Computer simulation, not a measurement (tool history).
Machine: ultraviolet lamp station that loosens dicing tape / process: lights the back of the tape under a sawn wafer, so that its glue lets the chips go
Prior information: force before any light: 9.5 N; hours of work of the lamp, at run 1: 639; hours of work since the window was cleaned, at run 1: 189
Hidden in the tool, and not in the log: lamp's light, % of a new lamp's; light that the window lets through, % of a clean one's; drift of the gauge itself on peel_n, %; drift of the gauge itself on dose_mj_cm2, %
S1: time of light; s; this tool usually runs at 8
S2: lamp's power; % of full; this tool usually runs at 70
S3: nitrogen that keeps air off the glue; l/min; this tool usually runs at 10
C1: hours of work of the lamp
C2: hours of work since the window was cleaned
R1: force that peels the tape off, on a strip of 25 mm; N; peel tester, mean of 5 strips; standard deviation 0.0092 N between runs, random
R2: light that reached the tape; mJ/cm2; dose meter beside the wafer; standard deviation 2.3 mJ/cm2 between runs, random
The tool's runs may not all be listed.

| run | hour | S1 | S2 | S3 | C1 | C2 | R1 | R2 |
|---|---|---|---|---|---|---|---|---|
| 1 | 0 | 8 | 70 | 10 | 639 | 189 | 0.564 | 183 |
| 2 | 39.3 | 8 | 65 | 10 | 665 | 215 | 0.681 | 168 |
| 3 | 66.9 | 8 | 65 | 10 | 684 | 234 | 0.722 | 166 |
| 4 | 96.4 | 6 | 70 | 10 | 703 | 253 | 1.121 | 133 |
| 5 | 121.1 | 5 | 70 | 10 | 720 | 270 | 1.582 | 112 |
| 6 | 161.3 | 8 | 70 | 3 | 747 | 297 | 1.42 | 173 |
| 7 | 199.8 | 8 | 70 | 10 | 773 | 323 | 0.66 | 169 |
| 8 | 238.9 | 8 | 70 | 10 | 799 | 349 | 0.687 | 169 |
| 9 | 281.1 | 8 | 70 | 10 | 827 | 377 | 0.726 | 166 |
| 10 | 312.9 | 8 | 70 | 10 | 848 | 398 | 0.716 | 164 |
| 11 | 345.8 | 8 | 70 | 10 | 870 | 420 | 0.75 | 164 |
| 12 | 368.6 | 8 | 70 | 10 | 886 | 436 | 0.744 | 163 |
| 13 | 406.8 | 8 | 70 | 3 | 911 | 461 | 1.605 | 160 |
|  | 411 | window cleaned of glue's vapour |
| 14 | 425.6 | 8 | 70 | 3 | 924 | 10 | 2.013 | 143 |
| 15 | 458.6 | 7 | 70 | 3 | 946 | 32 | 2.427 | 127 |
| 16 | 478.3 | 7 | 70 | 3 | 959 | 45 | 2.45 | 122 |
| 17 | 515.1 | 7 | 70 | 3 | 984 | 70 | 2.517 | 124 |
| 18 | 549 | 8 | 70 | 10 | 1006 | 92 | 1.073 | 135 |
| 19 | 576.2 | 8 | 70 | 10 | 1025 | 111 | 1.122 | 137 |
|  | 593.1 | window cleaned of glue's vapour, once more |
| 20 | 608.4 | 8 | 70 | 10 | 1046 | 10 | 0.604 | 179 |
| 21 | 647 | 8 | 70 | 6 | 1072 | 36 | 0.871 | 179 |
| 22 | 673.5 | 8 | 70 | 6 | 1089 | 54 | 0.891 | 178 |
| 23 | 711.2 | 8 | 70 | 6 | 1115 | 79 | 0.93 | 175 |
| 24 | 741.8 | 9 | 61 | 6 | 1135 | 100 | 0.969 | 168 |
| 25 | 767.4 | 6 | 62 | 12 | 1152 | 117 | 1.388 | 113 |
| 26 | 802.3 | 6 | 62 | 12 | 1176 | 140 | 1.383 | 114 |
| 27 | 836.5 | 7 | 83 | 10 | 1199 | 163 | 0.675 | 174 |
| 28 | 863.1 | 7 | 83 | 10 | 1216 | 181 | 0.657 | 170 |
| 29 | 904.6 | 7 | 83 | 10 | 1244 | 209 | 0.691 | 168 |
| 30 | 934.5 | 7 | 83 | 10 | 1264 | 229 | 0.72 | 169 |
| 31 | 974.1 | 12 | 83 | 10 | 1291 | 255 | 0.221 | 283 |
| 32 | 1013.5 | 5 | 83 | 4 | 1317 | 282 | 2.378 | 117 |
| 33 | 1033.4 | 5 | 97 | 4 | 1331 | 295 | 1.884 | 133 |
| 34 | 1059.7 | 5 | 99 | 4 | 1348 | 313 | 1.823 | 137 |
| 35 | 1085.3 | 12 | 65 | 5 | 1365 | 330 | 0.683 | 212 |
| 36 | 1104.6 | 8 | 70 | 8 | 1378 | 343 | 1.008 | 155 |
| 37 | 1133.4 | 8 | 70 | 4 | 1398 | 362 | 1.562 | 150 |
| 38 | 1157 | 6 | 92 | 6 | 1413 | 378 | 1.225 | 148 |
| 39 | 1194 | 9 | 92 | 13 | 1438 | 403 | 0.333 | 218 |
| 40 | 1220.2 | 9 | 87 | 13 | 1456 | 420 | 0.381 | 204 |
| 41 | 1246.5 | 9 | 90 | 10 | 1473 | 438 | 0.43 | 209 |
| 42 | 1278.4 | 8 | 70 | 9 | 1495 | 459 | 1.11 | 142 |
| 43 | 1312.7 | 13 | 70 | 9 | 1518 | 482 | 0.37 | 229 |

Each row is a separate what-if for the run after 43, all from the same tool condition, not one after another. Results?
| A | 1350.4 | 14 | 70 | 4 | 1543 | 507 | ? | ? |
| B | 1350.4 | 12 | 92 | 9 | 1543 | 507 | ? | ? |
| C | 1350.4 | 8 | 70 | 6 | 1543 | 507 | ? | ? |
| D | 1350.4 | 5 | 73 | 12 | 1543 | 507 | ? | ? |

| run | R1 | R2 |
|---|---|---|
| A | 0.616 | 241 |
| B | 0.259 | 268 |
| C | 1.442 | 133 |
| D | 2.033 | 89 |
The same runs, with their run-to-run variation unchanged, on a tool lacking any hidden condition would have given:
| run | R1 | R2 |
|---|---|---|
| A | 0.231 | 380 |
| B | 0.158 | 424 |
| C | 0.554 | 212 |
| D | 0.894 | 141 |

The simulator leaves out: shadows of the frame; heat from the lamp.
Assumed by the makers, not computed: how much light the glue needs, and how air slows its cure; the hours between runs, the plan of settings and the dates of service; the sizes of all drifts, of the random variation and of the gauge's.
